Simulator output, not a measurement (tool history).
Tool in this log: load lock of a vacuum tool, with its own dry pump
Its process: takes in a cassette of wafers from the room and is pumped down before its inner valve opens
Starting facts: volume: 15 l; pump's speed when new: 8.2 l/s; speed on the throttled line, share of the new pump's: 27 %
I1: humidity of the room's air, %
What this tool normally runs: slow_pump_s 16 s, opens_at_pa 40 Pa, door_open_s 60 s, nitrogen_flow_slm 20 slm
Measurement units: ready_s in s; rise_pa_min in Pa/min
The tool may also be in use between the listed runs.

Run 1, day 0: usual settings; I1 45.6. Result: ready_s 27.5 s, rise_pa_min 0.344 Pa/min.
Run 2, day 7.454: usual settings but door_open_s 51 s; I1 43.3. Result: ready_s 27.7 s, rise_pa_min 0.363 Pa/min.
Run 3, day 18.079: usual settings but door_open_s 51 s; I1 48.3. Result: ready_s 27.4 s, rise_pa_min 0.376 Pa/min.
Run 4, day 29.646: usual settings but door_open_s 51 s; I1 45.5. Result: ready_s 27.8 s, rise_pa_min 0.391 Pa/min.
Run 5, day 39.667: usual settings but door_open_s 51 s; I1 49. Result: ready_s 27.5 s, rise_pa_min 0.419 Pa/min.
Run 6, day 51.279: usual settings but door_open_s 51 s; I1 44.8. Result: ready_s 27.3 s, rise_pa_min 0.428 Pa/min.
Run 7, day 59.65: usual settings but nitrogen_flow_slm 19 slm; I1 50.4. Result: ready_s 27.5 s, rise_pa_min 0.457 Pa/min.
Run 8, day 70.829: usual settings but slow_pump_s 13 s; I1 44.4. Result: ready_s 25.4 s, rise_pa_min 0.464 Pa/min.
Run 9, day 82.438: usual settings but slow_pump_s 13 s; I1 46.4. Result: ready_s 25.6 s, rise_pa_min 0.507 Pa/min.
Run 10, day 92.412: usual settings but slow_pump_s 13 s; I1 45.2. Result: ready_s 25.8 s, rise_pa_min 0.507 Pa/min.
Run 11, day 102.246: usual settings; I1 45. Result: ready_s 27.6 s, rise_pa_min 0.537 Pa/min.
Run 12, day 111.438: usual settings but nitrogen_flow_slm 13 slm; I1 44.2. Result: ready_s 27.9 s, rise_pa_min 0.554 Pa/min.
Run 13, day 123.783: usual settings but nitrogen_flow_slm 43 slm; I1 46.6. Result: ready_s 27.8 s, rise_pa_min 0.568 Pa/min.
Run 14, day 131.833: usual settings but nitrogen_flow_slm 43 slm; I1 44.6. Result: ready_s 27.9 s, rise_pa_min 0.577 Pa/min.
Run 15, day 142.479: usual settings but nitrogen_flow_slm 43 slm; I1 47.8. Result: ready_s 27.8 s, rise_pa_min 0.606 Pa/min.
Run 16, day 151.362: usual settings but nitrogen_flow_slm 43 slm; I1 46.1. Result: ready_s 27.6 s, rise_pa_min 0.618 Pa/min.
Run 17, day 161.892: usual settings but nitrogen_flow_slm 43 slm; I1 42.5. Result: ready_s 28 s, rise_pa_min 0.65 Pa/min.
Run 18, day 174.708: usual settings; I1 45.7. Result: ready_s 27.9 s, rise_pa_min 0.695 Pa/min.
Run 19, day 185.3: usual settings; I1 43.5. Result: ready_s 28.2 s, rise_pa_min 0.713 Pa/min.
At day 188.933: door's seal changed, seat wiped.
Run 20, day 200.538: usual settings but slow_pump_s 21 s, opens_at_pa 46 Pa; I1 48.4. Result: ready_s 31 s, rise_pa_min 0.04 Pa/min.
Run 21, day 209.304: usual settings but slow_pump_s 21 s, opens_at_pa 46 Pa; I1 41.4. Result: ready_s 30.8 s, rise_pa_min 0.042 Pa/min.
At day 219.288: dry pump taken out, an overhauled one fitted.
Run 22, day 220.162: usual settings but opens_at_pa 54 Pa, door_open_s 55 s; I1 47.1. Result: ready_s 25.7 s, rise_pa_min 0.044 Pa/min.
Run 23, day 229.992: usual settings but slow_pump_s 23 s, opens_at_pa 54 Pa, door_open_s 90 s, nitrogen_flow_slm 30 slm; I1 43.6. Result: ready_s 30.7 s, rise_pa_min 0.054 Pa/min.
Run 24, day 243.542: usual settings but slow_pump_s 23 s, opens_at_pa 54 Pa, door_open_s 90 s, nitrogen_flow_slm 30 slm; I1 45.3. Result: ready_s 30.5 s, rise_pa_min 0.054 Pa/min.
Run 25, day 250.612: usual settings but opens_at_pa 78 Pa, door_open_s 109 s, nitrogen_flow_slm 14 slm; I1 45.4. Result: ready_s 25 s, rise_pa_min 0.084 Pa/min.
Run 26, day 258.346: usual settings but slow_pump_s 22 s; I1 45.4. Result: ready_s 30.8 s, rise_pa_min 0.075 Pa/min.
Run 27, day 269.112: usual settings but slow_pump_s 31 s, nitrogen_flow_slm 12 slm; I1 46.3. Result: ready_s 37.6 s, rise_pa_min 0.09 Pa/min.
Run 28, day 280.683: usual settings but door_open_s 53 s; I1 44. Result: ready_s 26.2 s, rise_pa_min 0.093 Pa/min.
Run 29, day 292.088: usual settings but door_open_s 174 s; I1 44.6. Result: ready_s 26.3 s, rise_pa_min 0.112 Pa/min.
Run 30, day 304.617: usual settings but slow_pump_s 24 s, opens_at_pa 76 Pa, door_open_s 104 s, nitrogen_flow_slm 15 slm; I1 44.7. Result: ready_s 30.8 s, rise_pa_min 0.119 Pa/min.
Run 31, day 312.975: usual settings but slow_pump_s 24 s, opens_at_pa 76 Pa, door_open_s 104 s, nitrogen_flow_slm 15 slm; I1 45.4. Result: ready_s 31.2 s, rise_pa_min 0.131 Pa/min.
Run 32, day 327.371: usual settings but opens_at_pa 29 Pa, door_open_s 40 s; I1 48.8. Result: ready_s 26.9 s, rise_pa_min 0.128 Pa/min.
Run 33, day 335.129: usual settings but slow_pump_s 23 s; I1 45.3. Result: ready_s 31.2 s, rise_pa_min 0.137 Pa/min.
Run 34, day 347.054: usual settings but slow_pump_s 24 s, opens_at_pa 67 Pa, nitrogen_flow_slm 16 slm; I1 46.9. Result: ready_s 30.9 s, rise_pa_min 0.162 Pa/min.
Run 35, day 355.467: usual settings but slow_pump_s 24 s, opens_at_pa 67 Pa, nitrogen_flow_slm 16 slm; I1 44.3. Result: ready_s 31.1 s, rise_pa_min 0.166 Pa/min.
Run 36, day 367.867: usual settings but nitrogen_flow_slm 14 slm; I1 43. Result: ready_s 26.5 s, rise_pa_min 0.186 Pa/min.
Run 37, day 379.825: usual settings but slow_pump_s 9 s, door_open_s 51 s, nitrogen_flow_slm 7 slm; I1 43.5. Result: ready_s 21.1 s, rise_pa_min 0.206 Pa/min.

Consider 3 possible next runs. They are alternatives, not a sequence: every one starts from the tool as it was left by run 37. What does each give?
Run A, day 389.258: usual settings but slow_pump_s 10 s, opens_at_pa 62 Pa, door_open_s 81 s, nitrogen_flow_slm 7 slm; I1 43.8. Result: ready_s ?, rise_pa_min ?.
Run B, day 389.258: usual settings but slow_pump_s 30 s, opens_at_pa 45 Pa, door_open_s 51 s, nitrogen_flow_slm 4 slm; I1 44. Result: ready_s ?, rise_pa_min ?.
Run C, day 389.258: usual settings but nitrogen_flow_slm 6 slm; I1 42.7. Result: ready_s ?, rise_pa_min ?.

run  ready_s  rise_pa_min
  A     21.1        0.232
  B       36        0.233
  C     26.3        0.226
Without the tool's hidden state the same runs would have given:
run  ready_s  rise_pa_min
  A     20.7        0.067
  B     35.8        0.067
  C     25.9        0.061

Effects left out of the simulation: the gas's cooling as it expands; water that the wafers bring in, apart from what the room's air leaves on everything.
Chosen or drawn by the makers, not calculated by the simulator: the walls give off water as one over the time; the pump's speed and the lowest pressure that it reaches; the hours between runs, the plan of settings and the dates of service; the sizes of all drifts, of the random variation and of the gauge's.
